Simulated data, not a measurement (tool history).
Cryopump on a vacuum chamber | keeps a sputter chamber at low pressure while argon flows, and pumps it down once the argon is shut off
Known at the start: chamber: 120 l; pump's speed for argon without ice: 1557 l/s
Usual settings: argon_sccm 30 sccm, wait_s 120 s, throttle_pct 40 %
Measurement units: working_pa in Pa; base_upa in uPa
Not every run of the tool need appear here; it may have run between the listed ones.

run,day,argon_sccm,wait_s,throttle_pct,working_pa,base_upa
1,0.000,30,120,40,0.0822,1.06
2,0.600,30,120,22,0.1483,1.02
3,0.992,30,120,16,0.2038,1.07
4,1.375,30,120,16,0.2032,1.06
5,1.750,29,120,40,0.0795,1.07
6,2.275,29,120,40,0.0795,1.07
7,2.617,30,120,40,0.0827,1.10
8,3.171,30,120,40,0.0821,1.05
9,3.625,30,120,40,0.0820,1.08
10,4.233,30,120,40,0.0825,1.09
11,4.729,30,120,40,0.0824,1.07
12,5.321,30,120,40,0.0823,1.06
13,5.717,30,120,40,0.0828,1.14
14,6.188,30,120,50,0.0673,1.10
15,6.567,30,120,50,0.0666,1.13
16,6.979,30,120,40,0.0823,1.08
17,7.367,30,120,40,0.0829,1.14
18,7.742,49,33,40,0.1363,2.23
19,8.079,49,33,40,0.1364,2.30
20,8.454,49,33,40,0.1355,2.35
21,8.879,14,33,22,0.0701,2.30
22,9.150,28,55,22,0.1400,1.68
23,9.638,48,44,22,0.2385,1.93
24,10.083,27,138,59,0.0521,1.11
25,10.662,24,115,16,0.1648,1.17
26,11.058,17,243,44,0.0439,0.92
27,11.517,17,243,44,0.0432,0.95
28,11.879,16,141,21,0.0836,1.13
29,12.429,16,141,21,0.0839,1.08
30,12.883,36,141,53,0.0782,1.09
31,13.288,36,141,53,0.0769,1.16

Forecast run 32:
32,13.612,36,141,53,?,?

working_pa: 0.0775 Pa
base_upa: 1.11 uPa
With the hidden condition absent and the run-to-run variation left alone, this run would have shown working_pa 0.0737 Pa, base_upa 0.57 uPa.
